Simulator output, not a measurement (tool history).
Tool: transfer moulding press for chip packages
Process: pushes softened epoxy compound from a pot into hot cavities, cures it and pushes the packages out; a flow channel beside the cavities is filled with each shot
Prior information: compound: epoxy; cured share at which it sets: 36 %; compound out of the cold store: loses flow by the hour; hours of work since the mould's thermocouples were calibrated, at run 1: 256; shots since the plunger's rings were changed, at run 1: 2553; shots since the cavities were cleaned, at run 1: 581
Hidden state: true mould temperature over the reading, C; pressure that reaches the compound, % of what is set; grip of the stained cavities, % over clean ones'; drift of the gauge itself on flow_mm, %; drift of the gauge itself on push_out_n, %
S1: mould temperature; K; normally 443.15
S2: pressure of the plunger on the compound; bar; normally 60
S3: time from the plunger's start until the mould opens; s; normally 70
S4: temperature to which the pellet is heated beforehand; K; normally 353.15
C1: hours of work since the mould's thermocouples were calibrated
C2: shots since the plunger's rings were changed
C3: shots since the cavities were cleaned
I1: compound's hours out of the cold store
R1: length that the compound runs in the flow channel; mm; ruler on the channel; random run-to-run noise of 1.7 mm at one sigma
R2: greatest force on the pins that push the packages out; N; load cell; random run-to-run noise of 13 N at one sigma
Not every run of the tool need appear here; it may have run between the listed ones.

Run 1, hour 0: usual settings; C1 256; C2 2553; C3 581; I1 47.9. Result: R1 458 mm, R2 1120 N.
At hour 13.9: plunger's sealing rings changed.
At hour 43.6: cavities cleaned with cleaning compound and waxed.
Run 2, hour 61.3: usual settings; C1 281; C2 471; C3 182; I1 14. Result: R1 550 mm, R2 850 N.
Run 3, hour 130.9: usual settings; C1 311; C2 1187; C3 898; I1 15.5. Result: R1 541 mm, R2 1217 N.
At hour 147.9: cavities cleaned with cleaning compound and waxed.
Run 4, hour 167.8: usual settings; C1 327; C2 1550; C3 204; I1 36.7. Result: R1 489 mm, R2 860 N.
Run 5, hour 241.9: usual settings; C1 359; C2 2311; C3 965; I1 25. Result: R1 508 mm, R2 1222 N.
At hour 250.4: cavities cleaned with cleaning compound and waxed.
At hour 282.8: plunger's sealing rings changed.
Run 6, hour 308.7: usual settings but S4 354.15 K; C1 387; C2 267; C3 574; I1 14.3. Result: R1 551 mm, R2 1165 N.
Run 7, hour 345.2: usual settings but S4 344.15 K; C1 403; C2 642; C3 949; I1 31.8. Result: R1 509 mm, R2 1269 N.
At hour 351.5: cavities cleaned with cleaning compound and waxed.
Run 8, hour 414: usual settings but S3 63 s; C1 432; C2 1333; C3 642; I1 24.8. Result: R1 516 mm, R2 1438 N.
At hour 452.1: cavities cleaned with cleaning compound and waxed.
Run 9, hour 492.7: usual settings but S3 63 s; C1 466; C2 2126; C3 416; I1 46.8. Result: R1 464 mm, R2 1167 N.
At hour 547.6: plunger's sealing rings changed.
At hour 556: cavities cleaned with cleaning compound and waxed.
Run 10, hour 571.7: usual settings but S3 63 s; C1 499; C2 232; C3 161; I1 14.7. Result: R1 548 mm, R2 1122 N.
Run 11, hour 604.3: usual settings but S3 63 s; C1 513; C2 567; C3 496; I1 14.6. Result: R1 545 mm, R2 1459 N.
At hour 654.5: cavities cleaned with cleaning compound and waxed.
Run 12, hour 683.4: usual settings but S1 448.15 K; C1 547; C2 1364; C3 297; I1 14.8. Result: R1 532 mm, R2 770 N.
Run 13, hour 744: usual settings but S1 448.15 K, S4 361.15 K; C1 574; C2 1986; C3 919; I1 25.4. Result: R1 500 mm, R2 935 N.
At hour 753.5: cavities cleaned with cleaning compound and waxed.
Run 14, hour 784.3: usual settings but S2 54.9 bar; C1 591; C2 2385; C3 316; I1 31.2. Result: R1 473 mm, R2 927 N.
At hour 816.6: plunger's sealing rings changed.
Run 15, hour 841: usual settings but S2 54.9 bar; C1 614; C2 250; C3 873; I1 40.8. Result: R1 467 mm, R2 1118 N.
At hour 858.8: cavities cleaned with cleaning compound and waxed.
Run 16, hour 891.8: usual settings but S1 444.15 K, S2 54.9 bar, S3 109 s; C1 636; C2 757; C3 340; I1 23.9. Result: R1 500 mm, R2 674 N.
Run 17, hour 944.1: usual settings but S1 442.15 K, S2 52.4 bar, S3 93 s, S4 360.15 K; C1 659; C2 1294; C3 877; I1 14.5. Result: R1 508 mm, R2 839 N.
At hour 951.3: mould's thermocouples calibrated.
At hour 962.4: cavities cleaned with cleaning compound and waxed.
Run 18, hour 1001.7: usual settings but S1 436.15 K, S2 59.4 bar, S4 347.15 K; C1 21; C2 1850; C3 403; I1 13.8. Result: R1 551 mm, R2 1753 N.
Run 19, hour 1034.8: usual settings but S1 436.15 K, S2 59.4 bar, S4 347.15 K; C1 36; C2 2190; C3 743; I1 34.3. Result: R1 500 mm, R2 1839 N.
At hour 1064.1: cavities cleaned with cleaning compound and waxed.
At hour 1077.9: mould's thermocouples calibrated, once more.
At hour 1087.4: plunger's sealing rings changed.
Run 20, hour 1111.2: usual settings but S1 436.15 K, S2 59.4 bar, S4 347.15 K; C1 13; C2 244; C3 438; I1 38. Result: R1 506 mm, R2 1531 N.
At hour 1169.1: cavities cleaned with cleaning compound and waxed.
Run 21, hour 1175.2: usual settings but S1 436.15 K, S2 70.3 bar, S3 57 s, S4 349.15 K; C1 41; C2 886; C3 62; I1 26.8. Result: R1 571 mm, R2 1863 N.
Run 22, hour 1209.3: usual settings but S1 436.15 K, S2 70.3 bar, S3 57 s, S4 349.15 K; C1 56; C2 1237; C3 413; I1 38.5. Result: R1 540 mm, R2 2659 N.
Run 23, hour 1259.4: usual settings but S1 437.15 K, S2 66.6 bar, S4 354.15 K; C1 78; C2 1751; C3 927; I1 26.8. Result: R1 546 mm, R2 1722 N.
At hour 1268: cavities cleaned with cleaning compound and waxed.
Run 24, hour 1298.6: usual settings but S1 437.15 K, S2 63.5 bar, S4 356.15 K; C1 94; C2 2139; C3 315; I1 25.4. Result: R1 531 mm, R2 1430 N.
At hour 1351: plunger's sealing rings changed.
At hour 1373.9: cavities cleaned with cleaning compound and waxed.
Run 25, hour 1374.4: usual settings but S2 58.4 bar, S3 65 s, S4 347.15 K; C1 126; C2 225; C3 4; I1 40.6. Result: R1 484 mm, R2 752 N.
Run 26, hour 1415.2: usual settings but S1 449.15 K, S2 51.6 bar, S3 82 s, S4 348.15 K; C1 143; C2 644; C3 423; I1 40.2. Result: R1 445 mm, R2 712 N.

5 options for the next run, each taken on its own from the tool as it stands now. Forecast them:
At hour 1471.8: cavities cleaned with cleaning compound and waxed.
Run A, hour 1490.7: usual settings but S2 55.8 bar, S4 357.15 K; C1 176; C2 1405; C3 194; I1 14.8. Result: R1 ?, R2 ?.
At hour 1471.8: cavities cleaned with cleaning compound and waxed.
Run B, hour 1490.7: usual settings but S2 47.4 bar, S3 82 s, S4 352.15 K; C1 176; C2 1405; C3 194; I1 20.4. Result: R1 ?, R2 ?.
At hour 1471.8: cavities cleaned with cleaning compound and waxed.
Run C, hour 1490.7: usual settings but S2 56.7 bar, S3 54 s; C1 176; C2 1405; C3 194; I1 43.1. Result: R1 ?, R2 ?.
At hour 1471.8: cavities cleaned with cleaning compound and waxed.
Run D, hour 1490.7: usual settings but S1 449.15 K, S2 47.8 bar, S3 82 s, S4 348.15 K; C1 176; C2 1405; C3 194; I1 35.7. Result: R1 ?, R2 ?.
At hour 1471.8: cavities cleaned with cleaning compound and waxed.
Run E, hour 1490.7: usual settings but S1 450.15 K, S3 75 s, S4 344.15 K; C1 176; C2 1405; C3 194; I1 23.8. Result: R1 ?, R2 ?.

run   R1    R2
  A  520   866
  B  471   668
  C  465  1652
  D  433   572
  E  509   587
Take away the tool's hidden state, keep each run's random variation, and the runs would have read:
run   R1    R2
  A  531   618
  B  481   475
  C  475  1178
  D  442   404
  E  520   414

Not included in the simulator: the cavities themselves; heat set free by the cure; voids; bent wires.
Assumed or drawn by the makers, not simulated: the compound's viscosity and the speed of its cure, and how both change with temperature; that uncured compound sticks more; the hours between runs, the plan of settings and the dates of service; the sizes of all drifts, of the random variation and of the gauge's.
